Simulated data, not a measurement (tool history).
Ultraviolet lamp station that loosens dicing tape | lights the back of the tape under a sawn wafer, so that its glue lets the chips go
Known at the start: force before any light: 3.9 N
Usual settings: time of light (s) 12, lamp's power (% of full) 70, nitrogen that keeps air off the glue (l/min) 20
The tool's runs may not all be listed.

| run | hour | time of light (s) | lamp's power (% of full) | nitrogen that keeps air off the glue (l/min) | force that peels the tape off (N) | light that reached the tape (mJ/cm²) |
|---|---|---|---|---|---|---|
| 1 | 0 | 12 | 70 | 20 | 0.92 | 146 |
| 2 | 78 | 12 | 70 | 20 | 0.99 | 140 |
|  | 107.9 | window cleaned of glue's vapour |
| 3 | 128.5 | 12 | 70 | 20 | 0.885 | 150 |
| 4 | 185 | 12 | 70 | 20 | 0.93 | 151 |
| 5 | 260.6 | 12 | 70 | 32 | 0.769 | 145 |
|  | 305.8 | lamp changed |
| 6 | 351.7 | 12 | 70 | 32 | 0.447 | 189 |
| 7 | 425.9 | 12 | 70 | 32 | 0.491 | 181 |
| 8 | 495.9 | 8 | 68 | 30 | 1.053 | 112 |
| 9 | 552.1 | 8 | 68 | 30 | 1.103 | 109 |
| 10 | 624.6 | 8 | 68 | 13 | 1.565 | 106 |

Forecast each of these 4 alternatives for the next run:
|  | 644.9 | window cleaned of glue's vapour |
| A | 684.1 | 10 | 70 | 8 | ? | ? |
|  | 644.9 | window cleaned of glue's vapour |
| B | 684.1 | 18 | 69 | 25 | ? | ? |
|  | 644.9 | window cleaned of glue's vapour |
| C | 684.1 | 8 | 67 | 13 | ? | ? |
|  | 644.9 | window cleaned of glue's vapour |
| D | 684.1 | 12 | 91 | 20 | ? | ? |

| run | force that peels the tape off (N) | light that reached the tape (mJ/cm²) |
|---|---|---|
| A | 1.409 | 152 |
| B | 0.272 | 270 |
| C | 1.49 | 111 |
| D | 0.402 | 234 |
Without the tool's hidden state the same runs would have given:
| run | force that peels the tape off (N) | light that reached the tape (mJ/cm²) |
|---|---|---|
| A | 1.24 | 171 |
| B | 0.21 | 304 |
| C | 1.32 | 126 |
| D | 0.314 | 264 |
